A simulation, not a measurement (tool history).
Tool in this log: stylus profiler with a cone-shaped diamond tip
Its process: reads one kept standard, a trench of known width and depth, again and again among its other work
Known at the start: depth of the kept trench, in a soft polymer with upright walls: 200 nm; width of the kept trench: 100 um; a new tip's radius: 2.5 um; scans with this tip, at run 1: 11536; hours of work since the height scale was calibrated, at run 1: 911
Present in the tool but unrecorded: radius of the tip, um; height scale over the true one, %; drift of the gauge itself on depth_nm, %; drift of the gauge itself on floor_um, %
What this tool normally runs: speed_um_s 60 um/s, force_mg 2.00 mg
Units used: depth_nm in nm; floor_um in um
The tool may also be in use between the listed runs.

| run | hour | speed_um_s | force_mg | scans with this tip | hours of work since the height scale was calibrated | depth_nm | floor_um |
|---|---|---|---|---|---|---|---|
| 1 | 0.0 | 60 | 2.00 | 11536 | 911 | 203.06 | 97.68 |
| 2 | 99.6 | 157 | 2.00 | 12517 | 989 | 203.21 | 97.39 |
| 3 | 205.2 | 60 | 2.00 | 13556 | 1071 | 203.10 | 97.67 |
| 4 | 296.7 | 60 | 2.00 | 14456 | 1142 | 203.17 | 97.60 |
| 5 | 393.6 | 60 | 2.00 | 15410 | 1217 | 203.20 | 97.53 |
| 6 | 497.0 | 60 | 1.48 | 16428 | 1297 | 202.74 | 97.51 |
| 7 | 589.1 | 60 | 1.48 | 17335 | 1369 | 202.74 | 97.56 |
| 8 | 664.4 | 60 | 1.48 | 18076 | 1428 | 202.81 | 97.50 |
|  | 710.3 | height scale calibrated on a step standard |
| 9 | 742.8 | 60 | 1.48 | 18843 | 25 | 203.00 | 97.48 |
| 10 | 844.6 | 60 | 1.73 | 19845 | 104 | 203.21 | 97.49 |
| 11 | 937.4 | 60 | 1.73 | 20759 | 177 | 203.39 | 97.45 |
| 12 | 1023.3 | 60 | 1.73 | 21604 | 243 | 203.23 | 97.37 |
| 13 | 1078.2 | 40 | 0.85 | 22144 | 286 | 202.48 | 97.41 |
| 14 | 1130.8 | 53 | 0.72 | 22662 | 327 | 202.40 | 97.31 |
| 15 | 1182.8 | 22 | 1.53 | 23174 | 367 | 203.09 | 97.49 |
|  | 1272.0 | height scale calibrated on a step standard, once more |
| 16 | 1272.6 | 17 | 4.97 | 24053 | 1 | 204.93 | 97.49 |
| 17 | 1365.0 | 17 | 4.97 | 24963 | 72 | 204.87 | 97.46 |
| 18 | 1459.7 | 37 | 0.78 | 25895 | 146 | 201.58 | 97.39 |
| 19 | 1510.5 | 180 | 1.86 | 26394 | 185 | 202.73 | 97.02 |
| 20 | 1586.6 | 17 | 3.93 | 27144 | 245 | 204.28 | 97.45 |
| 21 | 1692.0 | 23 | 2.48 | 28181 | 326 | 203.17 | 97.41 |
| 22 | 1773.7 | 23 | 2.48 | 28985 | 390 | 203.28 | 97.34 |
| 23 | 1851.5 | 199 | 2.00 | 29751 | 450 | 202.78 | 96.94 |
| 24 | 1926.2 | 199 | 2.24 | 30487 | 509 | 203.01 | 96.99 |

Below are 5 alternative next runs, each starting from the tool's condition after run 24. Predict each:
| A | 1982.6 | 138 | 4.22 | 31041 | 552 | ? | ? |
| B | 1982.6 | 59 | 2.28 | 31041 | 552 | ? | ? |
| C | 1982.6 | 58 | 3.13 | 31041 | 552 | ? | ? |
| D | 1982.6 | 60 | 2.03 | 31041 | 552 | ? | ? |
| E | 1982.6 | 60 | 5.95 | 31041 | 552 | ? | ? |

| run | depth_nm | floor_um |
|---|---|---|
| A | 204.63 | 97.16 |
| B | 203.02 | 97.27 |
| C | 203.76 | 97.30 |
| D | 202.85 | 97.25 |
| E | 205.61 | 97.31 |
Take away the tool's hidden state, keep each run's random variation, and the runs would have read:
| run | depth_nm | floor_um |
|---|---|---|
| A | 204.40 | 97.82 |
| B | 202.79 | 97.93 |
| C | 203.53 | 97.96 |
| D | 202.62 | 97.91 |
| E | 205.38 | 97.97 |
